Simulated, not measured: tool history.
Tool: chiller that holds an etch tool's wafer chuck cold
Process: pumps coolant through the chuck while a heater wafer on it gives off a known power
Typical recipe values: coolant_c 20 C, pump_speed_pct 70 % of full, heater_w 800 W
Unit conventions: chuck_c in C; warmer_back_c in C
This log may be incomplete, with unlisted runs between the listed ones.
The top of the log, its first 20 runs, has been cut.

run	hour	coolant_c	pump_speed_pct	heater_w	hours since the coolant was changed and the channels were flushed	hours since the pump was overhauled	hours since the chiller's thermometer was calibrated	chuck_c	warmer_back_c
21	1955.4	21	70	691	4873	5617	483	30.1	2.51
22	2072.4	21	70	691	4990	5734	600	30.1	2.49
23	2145.4	17	84	825	5063	5807	673	26.2	2.42
24	2242.2	18	75	559	5160	5904	769	24.9	1.86
25	2294.9	28	70	842	5213	5957	822	39.1	3
26	2389.2	20	70	426	5307	6051	916	25.6	1.56
27	2455	16	65	803	5373	6117	982	27.3	3.17
28	2551.5	12	81	1125	5469	6213	1079	25.3	3.46
29	2619.1	12	81	1125	5537	6281	1146	25.2	3.46
30	2704.7	14	76	1020	5622	6366	1232	26.9	3.41
31	2755.6	28	85	800	5673	6417	1283	37	2.31
32	2823.2	28	85	488	5741	6485	1350	33.4	1.4

Branching from run 32: 3 alternative next runs. What would each branch give?
A	2889.6	28	71	488	5807	6551	1417	?	?
B	2889.6	19	90	800	5807	6551	1417	?	?
C	2889.6	28	85	939	5807	6551	1417	?	?

run	chuck_c	warmer_back_c
A	34.3	1.71
B	27.5	2.22
C	38.6	2.75
The same runs, with their run-to-run variation unchanged, on a tool lacking any hidden condition would have given:
run	chuck_c	warmer_back_c
A	33.4	1.53
B	26.2	2
C	37.2	2.48

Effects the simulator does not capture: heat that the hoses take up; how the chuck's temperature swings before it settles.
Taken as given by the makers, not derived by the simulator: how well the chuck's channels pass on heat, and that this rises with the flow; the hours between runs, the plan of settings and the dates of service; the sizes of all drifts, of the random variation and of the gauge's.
